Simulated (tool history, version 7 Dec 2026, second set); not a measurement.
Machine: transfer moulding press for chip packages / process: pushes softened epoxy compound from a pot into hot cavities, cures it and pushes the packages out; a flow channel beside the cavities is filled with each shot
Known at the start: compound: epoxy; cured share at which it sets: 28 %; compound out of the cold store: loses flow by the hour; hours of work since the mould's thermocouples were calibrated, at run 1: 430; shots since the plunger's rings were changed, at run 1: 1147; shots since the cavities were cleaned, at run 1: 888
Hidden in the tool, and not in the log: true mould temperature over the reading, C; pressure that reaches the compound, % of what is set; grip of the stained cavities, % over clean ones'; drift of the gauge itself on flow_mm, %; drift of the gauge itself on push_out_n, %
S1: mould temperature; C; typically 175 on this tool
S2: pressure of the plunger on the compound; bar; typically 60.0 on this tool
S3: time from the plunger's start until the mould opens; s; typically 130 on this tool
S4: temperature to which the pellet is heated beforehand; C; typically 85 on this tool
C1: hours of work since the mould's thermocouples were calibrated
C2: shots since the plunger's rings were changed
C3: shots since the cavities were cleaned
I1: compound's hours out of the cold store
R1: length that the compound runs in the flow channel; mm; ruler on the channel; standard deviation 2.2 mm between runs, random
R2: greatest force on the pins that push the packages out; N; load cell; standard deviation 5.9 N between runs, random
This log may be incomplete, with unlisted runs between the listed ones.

run,hour,S1,S2,S3,S4,C1,C2,C3,I1,R1,R2
1,0.0,175,60.0,130,85,430,1147,888,43.2,739,368
# hour 20.4: cavities cleaned with cleaning compound and waxed
2,35.2,175,60.0,159,85,449,1419,120,11.6,901,226
3,71.7,175,60.0,130,85,469,1713,414,9.3,914,317
4,102.8,175,60.0,130,85,486,1965,666,45.7,719,329
5,122.7,175,60.0,130,85,497,2125,826,20.1,848,378
6,146.1,175,60.0,130,85,510,2314,1015,29.5,796,355
# hour 152.4: cavities cleaned with cleaning compound and waxed
7,188.0,175,60.0,130,85,532,2640,287,26.9,806,264
# hour 202.5: plunger's sealing rings changed
8,210.3,175,60.0,137,85,543,63,447,27.9,826,296
9,234.6,175,60.0,130,79,556,259,643,42.6,748,332
10,274.0,175,60.0,130,79,578,577,961,19.3,862,372
# hour 288.4: cavities cleaned with cleaning compound and waxed
11,311.5,175,60.0,130,85,597,867,186,39.1,761,253
12,332.1,175,60.0,130,85,609,1034,353,29.6,806,285
13,355.2,175,60.0,165,85,621,1220,539,47.8,717,279
# hour 362.9: mould's thermocouples calibrated
14,378.9,175,60.0,165,85,9,1395,714,31.0,799,296
15,404.7,175,60.0,130,77,23,1604,923,34.0,784,369
# hour 422.8: cavities cleaned with cleaning compound and waxed
16,428.7,175,47.2,130,85,35,1786,49,17.4,771,235
17,456.7,180,55.9,130,80,51,2011,274,36.8,721,240
18,481.0,178,71.0,160,93,64,2207,470,16.8,929,267
19,501.2,178,71.0,160,93,75,2371,634,12.2,958,297
20,518.5,178,71.0,160,93,85,2510,773,47.5,763,294
21,535.5,178,71.0,160,93,94,2647,910,8.2,980,317
# hour 549.5: plunger's sealing rings changed
# hour 556.7: cavities cleaned with cleaning compound and waxed
22,569.8,178,71.0,160,93,110,151,105,36.4,840,218
23,595.2,175,60.0,146,85,124,357,311,25.5,838,266
24,634.0,175,60.0,146,85,146,670,624,18.3,873,315
25,657.1,180,55.2,113,86,158,856,810,15.3,831,343
# hour 687.9: cavities cleaned with cleaning compound and waxed
26,688.0,180,73.2,136,92,175,1094,1,25.5,892,185
27,717.3,180,73.2,136,92,191,1330,237,14.7,955,235

Below are 5 alternative next runs, each starting from the tool's condition after run 27. Predict each:
A,749.8,170,60.0,113,78,208,1592,499,28.6,?,?
B,749.8,180,73.2,136,92,208,1592,499,38.7,?,?
C,749.8,169,60.0,167,87,208,1592,499,9.2,?,?
D,749.8,175,72.3,130,85,208,1592,499,44.4,?,?
E,749.8,180,63.0,136,92,208,1592,499,28.0,?,?

run,R1,R2
A,833,522
B,817,273
C,952,325
D,803,313
E,815,284
Without the tool's hidden state the same runs would have given:
run,R1,R2
A,848,342
B,831,176
C,968,211
D,817,206
E,829,187
